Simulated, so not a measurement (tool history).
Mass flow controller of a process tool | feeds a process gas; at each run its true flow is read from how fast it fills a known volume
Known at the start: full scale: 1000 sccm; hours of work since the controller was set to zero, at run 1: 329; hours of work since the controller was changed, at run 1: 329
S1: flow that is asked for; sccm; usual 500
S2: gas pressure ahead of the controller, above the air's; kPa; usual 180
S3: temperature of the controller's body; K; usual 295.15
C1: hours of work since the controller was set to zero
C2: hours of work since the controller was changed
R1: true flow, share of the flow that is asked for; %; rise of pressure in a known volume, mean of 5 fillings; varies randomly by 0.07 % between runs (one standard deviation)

run 1 hour=0 | S1=500 S2=180 S3=295.15 | C1=329 C2=329 | R1=99.42
run 2 hour=55.3 | S1=500 S2=180 S3=308.15 | C1=351 C2=351 | R1=100.41
run 3 hour=90.8 | S1=500 S2=180 S3=306.15 | C1=365 C2=365 | R1=100.38
run 4 hour=147.9 | S1=500 S2=180 S3=306.15 | C1=388 C2=388 | R1=100.35
run 5 hour=202.8 | S1=500 S2=180 S3=295.15 | C1=409 C2=409 | R1=99.54
run 6 hour=282.1 | S1=500 S2=216 S3=295.15 | C1=441 C2=441 | R1=99.72
run 7 hour=348.9 | S1=500 S2=216 S3=295.15 | C1=468 C2=468 | R1=99.67
run 8 hour=384.2 | S1=500 S2=180 S3=297.15 | C1=482 C2=482 | R1=99.78
run 9 hour=460.1 | S1=500 S2=180 S3=297.15 | C1=512 C2=512 | R1=99.62
run 10 hour=503.9 | S1=500 S2=180 S3=296.15 | C1=529 C2=529 | R1=99.63
run 11 hour=583.8 | S1=500 S2=180 S3=309.15 | C1=561 C2=561 | R1=100.62
run 12 hour=627.3 | S1=286 S2=186 S3=309.15 | C1=579 C2=579 | R1=100.67
run 13 hour=686.4 | S1=500 S2=264 S3=305.15 | C1=602 C2=602 | R1=100.59
-- hour=694.1 controller's zero set anew
run 14 hour=737.6 | S1=500 S2=180 S3=304.15 | C1=17 C2=622 | R1=100.39
run 15 hour=813.8 | S1=410 S2=151 S3=304.15 | C1=48 C2=653 | R1=100.33
run 16 hour=869.6 | S1=500 S2=278 S3=302.15 | C1=70 C2=675 | R1=100.41
run 17 hour=935.9 | S1=500 S2=180 S3=299.15 | C1=96 C2=701 | R1=100.02
run 18 hour=985.8 | S1=302 S2=145 S3=308.15 | C1=116 C2=721 | R1=100.78
run 19 hour=1046.9 | S1=423 S2=176 S3=312.15 | C1=141 C2=746 | R1=101.17

4 ways to go on from here, each from the tool as it stands after run 19. What would each give?
run A hour=1115.6 | S1=500 S2=151 S3=295.15 | C1=168 C2=773 | R1=?
run B hour=1115.6 | S1=189 S2=157 S3=293.15 | C1=168 C2=773 | R1=?
run C hour=1115.6 | S1=167 S2=207 S3=312.15 | C1=168 C2=773 | R1=?
run D hour=1115.6 | S1=169 S2=256 S3=312.15 | C1=168 C2=773 | R1=?

run=A R1=99.72
run=B R1=99.86
run=C R1=101.44
run=D R1=101.48
What these runs would have given with no unlogged condition in the tool:
run=A R1=99.19
run=B R1=98.8
run=C R1=100.27
run=D R1=100.32

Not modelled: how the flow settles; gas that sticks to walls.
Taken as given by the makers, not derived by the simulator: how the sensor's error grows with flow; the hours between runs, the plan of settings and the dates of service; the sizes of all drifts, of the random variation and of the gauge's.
